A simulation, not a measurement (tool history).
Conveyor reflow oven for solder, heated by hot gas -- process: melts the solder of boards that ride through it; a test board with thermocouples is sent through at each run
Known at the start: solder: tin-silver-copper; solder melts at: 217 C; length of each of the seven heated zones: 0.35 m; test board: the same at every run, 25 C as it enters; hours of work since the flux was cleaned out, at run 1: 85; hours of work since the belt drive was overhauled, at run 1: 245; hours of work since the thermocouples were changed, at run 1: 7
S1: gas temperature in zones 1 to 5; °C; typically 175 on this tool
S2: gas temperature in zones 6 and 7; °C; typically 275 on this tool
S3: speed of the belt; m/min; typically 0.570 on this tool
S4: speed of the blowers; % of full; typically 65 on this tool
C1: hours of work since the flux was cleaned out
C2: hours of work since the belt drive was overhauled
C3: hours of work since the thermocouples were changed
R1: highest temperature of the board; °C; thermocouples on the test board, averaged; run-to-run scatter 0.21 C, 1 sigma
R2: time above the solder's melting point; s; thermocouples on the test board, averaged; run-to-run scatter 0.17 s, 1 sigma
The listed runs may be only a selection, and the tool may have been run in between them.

{"run": 1, "day": 0.0, "S1": 175, "S2": 275, "S3": 0.57, "S4": 65, "C1": 85, "C2": 245, "C3": 7, "R1": 254.2, "R2": 55.8}
{"run": 2, "day": 0.396, "S1": 175, "S2": 275, "S3": 0.513, "S4": 65, "C1": 92, "C2": 252, "C3": 14, "R1": 258.1, "R2": 65.3}
{"run": 3, "day": 0.604, "S1": 175, "S2": 275, "S3": 0.513, "S4": 65, "C1": 96, "C2": 255, "C3": 18, "R1": 257.8, "R2": 65.4}
{"run": 4, "day": 0.862, "S1": 175, "S2": 275, "S3": 0.513, "S4": 65, "C1": 101, "C2": 260, "C3": 23, "R1": 258.3, "R2": 65.5}
{"run": 5, "day": 1.196, "S1": 175, "S2": 275, "S3": 0.513, "S4": 65, "C1": 107, "C2": 266, "C3": 29, "R1": 258.0, "R2": 65.2}
{"run": 6, "day": 1.496, "S1": 175, "S2": 275, "S3": 0.513, "S4": 65, "C1": 112, "C2": 272, "C3": 34, "R1": 258.1, "R2": 65.4}
{"run": 7, "day": 1.892, "S1": 175, "S2": 275, "S3": 0.513, "S4": 65, "C1": 119, "C2": 279, "C3": 41, "R1": 258.0, "R2": 65.3}
{"run": 8, "day": 2.296, "S1": 175, "S2": 275, "S3": 0.604, "S4": 65, "C1": 126, "C2": 286, "C3": 49, "R1": 252.1, "R2": 50.6}
{"run": 9, "day": 2.625, "S1": 175, "S2": 275, "S3": 0.604, "S4": 65, "C1": 132, "C2": 292, "C3": 54, "R1": 252.0, "R2": 50.9}
{"run": 10, "day": 2.883, "S1": 175, "S2": 275, "S3": 0.474, "S4": 65, "C1": 137, "C2": 297, "C3": 59, "R1": 260.1, "R2": 72.8}
{"run": 11, "day": 3.258, "S1": 175, "S2": 275, "S3": 0.471, "S4": 65, "C1": 144, "C2": 303, "C3": 66, "R1": 260.6, "R2": 73.5}
{"run": 12, "day": 3.596, "S1": 175, "S2": 275, "S3": 0.471, "S4": 65, "C1": 150, "C2": 309, "C3": 72, "R1": 260.4, "R2": 73.4}
{"run": 13, "day": 3.892, "S1": 175, "S2": 275, "S3": 0.471, "S4": 65, "C1": 155, "C2": 315, "C3": 77, "R1": 260.9, "R2": 73.5}
{"run": 14, "day": 4.133, "S1": 175, "S2": 290, "S3": 0.57, "S4": 65, "C1": 160, "C2": 319, "C3": 82, "R1": 266.5, "R2": 62.8}
{"run": 15, "day": 4.454, "S1": 175, "S2": 275, "S3": 0.662, "S4": 65, "C1": 165, "C2": 325, "C3": 88, "R1": 248.1, "R2": 43.1}
{"run": 16, "day": 4.767, "S1": 175, "S2": 273, "S3": 0.662, "S4": 50, "C1": 171, "C2": 331, "C3": 93, "R1": 240.4, "R2": 35.2}
{"run": 17, "day": 4.983, "S1": 163, "S2": 281, "S3": 0.57, "S4": 65, "C1": 175, "C2": 335, "C3": 97, "R1": 256.6, "R2": 53.6}
{"run": 18, "day": 5.312, "S1": 163, "S2": 284, "S3": 0.518, "S4": 65, "C1": 181, "C2": 340, "C3": 103, "R1": 263.2, "R2": 63.7}
{"run": 19, "day": 5.646, "S1": 163, "S2": 284, "S3": 0.518, "S4": 65, "C1": 187, "C2": 346, "C3": 109, "R1": 263.4, "R2": 63.8}
{"run": 20, "day": 5.9, "S1": 162, "S2": 263, "S3": 0.57, "S4": 65, "C1": 192, "C2": 351, "C3": 114, "R1": 241.8, "R2": 41.5}
{"run": 21, "day": 6.142, "S1": 163, "S2": 278, "S3": 0.592, "S4": 67, "C1": 196, "C2": 355, "C3": 118, "R1": 253.3, "R2": 49.2}
{"run": 22, "day": 6.454, "S1": 171, "S2": 275, "S3": 0.54, "S4": 84, "C1": 202, "C2": 361, "C3": 124, "R1": 260.2, "R2": 62.3}
{"run": 23, "day": 6.638, "S1": 171, "S2": 275, "S3": 0.54, "S4": 84, "C1": 205, "C2": 364, "C3": 127, "R1": 260.1, "R2": 62.5}

Run 24 has not been measured yet. What should we expect?
{"run": 24, "day": 7.05, "S1": 171, "S2": 275, "S3": 0.665, "S4": 84, "C1": 212, "C2": 372, "C3": 134, "R1": "?", "R2": "?"}

{"run 24": {"R1": 252.5, "R2": 45.7}}
With the hidden condition absent and the run-to-run variation left alone, this run would have shown R1 252.6 °C, R2 45.7 s.
